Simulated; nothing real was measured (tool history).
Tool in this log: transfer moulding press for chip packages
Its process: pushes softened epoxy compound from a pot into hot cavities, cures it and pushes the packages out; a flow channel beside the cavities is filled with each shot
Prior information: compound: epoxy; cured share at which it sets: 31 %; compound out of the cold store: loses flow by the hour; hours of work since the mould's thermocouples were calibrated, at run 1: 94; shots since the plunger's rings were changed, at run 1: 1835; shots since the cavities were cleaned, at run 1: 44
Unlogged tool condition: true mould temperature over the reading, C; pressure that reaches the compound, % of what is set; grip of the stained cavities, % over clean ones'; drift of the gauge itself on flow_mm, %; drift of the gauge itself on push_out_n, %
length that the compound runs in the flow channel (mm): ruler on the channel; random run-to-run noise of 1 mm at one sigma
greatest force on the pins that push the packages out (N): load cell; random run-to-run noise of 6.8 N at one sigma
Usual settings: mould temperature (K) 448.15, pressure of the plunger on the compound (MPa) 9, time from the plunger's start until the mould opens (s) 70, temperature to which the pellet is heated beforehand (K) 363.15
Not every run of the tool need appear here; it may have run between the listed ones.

| run | hour | mould temperature (K) | pressure of the plunger on the compound (MPa) | time from the plunger's start until the mould opens (s) | temperature to which the pellet is heated beforehand (K) | hours of work since the mould's thermocouples were calibrated | shots since the plunger's rings were changed | shots since the cavities were cleaned | incoming compound's hours out of the cold store | length that the compound runs in the flow channel (mm) | greatest force on the pins that push the packages out (N) |
|---|---|---|---|---|---|---|---|---|---|---|---|
| 1 | 0 | 448.15 | 9 | 70 | 363.15 | 94 | 1835 | 44 | 25.5 | 536 | 328 |
| 2 | 8.5 | 448.15 | 9 | 70 | 363.15 | 100 | 1980 | 189 | 9.9 | 572 | 435 |
| 3 | 22 | 448.15 | 9 | 70 | 363.15 | 109 | 2208 | 417 | 23 | 541 | 486 |
| 4 | 32.4 | 448.15 | 9 | 70 | 363.15 | 116 | 2384 | 593 | 11.6 | 566 | 553 |
|  | 38 | cavities cleaned with cleaning compound and waxed |
| 5 | 44.3 | 453.15 | 9 | 70 | 363.15 | 124 | 2561 | 107 | 44.6 | 482 | 268 |
| 6 | 51.4 | 448.15 | 9 | 91 | 363.15 | 128 | 2680 | 226 | 30.5 | 523 | 269 |
| 7 | 65.7 | 448.15 | 9 | 91 | 363.15 | 138 | 2925 | 471 | 28 | 525 | 311 |
|  | 78.2 | cavities cleaned with cleaning compound and waxed |
| 8 | 82 | 448.15 | 9 | 70 | 363.15 | 148 | 3175 | 65 | 21 | 540 | 350 |
|  | 94.9 | plunger's sealing rings changed |
| 9 | 99.4 | 448.15 | 9.2 | 70 | 363.15 | 158 | 78 | 318 | 15.2 | 575 | 475 |
| 10 | 110.9 | 448.15 | 9.2 | 70 | 363.15 | 166 | 271 | 511 | 32.5 | 534 | 509 |
|  | 121.1 | cavities cleaned with cleaning compound and waxed |
| 11 | 126.7 | 448.15 | 8.81 | 70 | 363.15 | 176 | 514 | 94 | 25.1 | 537 | 362 |
| 12 | 133.4 | 450.15 | 9 | 70 | 363.15 | 180 | 628 | 208 | 40.5 | 504 | 355 |
| 13 | 141.2 | 450.15 | 9 | 70 | 363.15 | 186 | 761 | 341 | 32.6 | 521 | 410 |
| 14 | 147.7 | 450.15 | 9 | 100 | 363.15 | 190 | 871 | 451 | 36.6 | 511 | 291 |
|  | 150.9 | mould's thermocouples calibrated |
| 15 | 159.9 | 450.15 | 9 | 89 | 369.15 | 6 | 1044 | 624 | 27.8 | 530 | 333 |
|  | 163.4 | cavities cleaned with cleaning compound and waxed |
|  | 176.4 | mould's thermocouples calibrated, once more |
| 16 | 176.4 | 448.15 | 10.28 | 70 | 363.15 | 0 | 1263 | 186 | 8.2 | 621 | 426 |
| 17 | 189.6 | 448.15 | 10.28 | 70 | 363.15 | 9 | 1487 | 410 | 18.9 | 591 | 484 |
| 18 | 198.5 | 451.15 | 10.28 | 73 | 364.15 | 15 | 1639 | 562 | 13.6 | 597 | 395 |
|  | 205.6 | cavities cleaned with cleaning compound and waxed |
| 19 | 214.6 | 445.15 | 9.09 | 61 | 360.15 | 25 | 1887 | 153 | 30.2 | 536 | 695 |
| 20 | 230.3 | 445.15 | 9.09 | 61 | 360.15 | 36 | 2153 | 419 | 23.8 | 550 | 868 |
| 21 | 243.9 | 445.15 | 9.09 | 61 | 355.15 | 45 | 2383 | 649 | 39.1 | 512 | 941 |
|  | 246.3 | cavities cleaned with cleaning compound and waxed |
| 22 | 257.3 | 443.15 | 9 | 70 | 366.15 | 53 | 2584 | 187 | 29.9 | 534 | 573 |
| 23 | 264.3 | 443.15 | 9 | 70 | 366.15 | 58 | 2703 | 306 | 38.3 | 517 | 617 |
| 24 | 272.2 | 443.15 | 9 | 70 | 366.15 | 63 | 2838 | 441 | 18.5 | 559 | 705 |

What does the tool deliver on the next run?
| 25 | 283.4 | 443.15 | 9 | 70 | 366.15 | 71 | 3027 | 630 | 47.3 | ? | ? |

Run 25 produced length that the compound runs in the flow channel (mm) 495, greatest force on the pins that push the packages out (N) 729.
With the hidden condition absent and the run-to-run variation left alone, this run would have shown length that the compound runs in the flow channel (mm) 506, greatest force on the pins that push the packages out (N) 411.
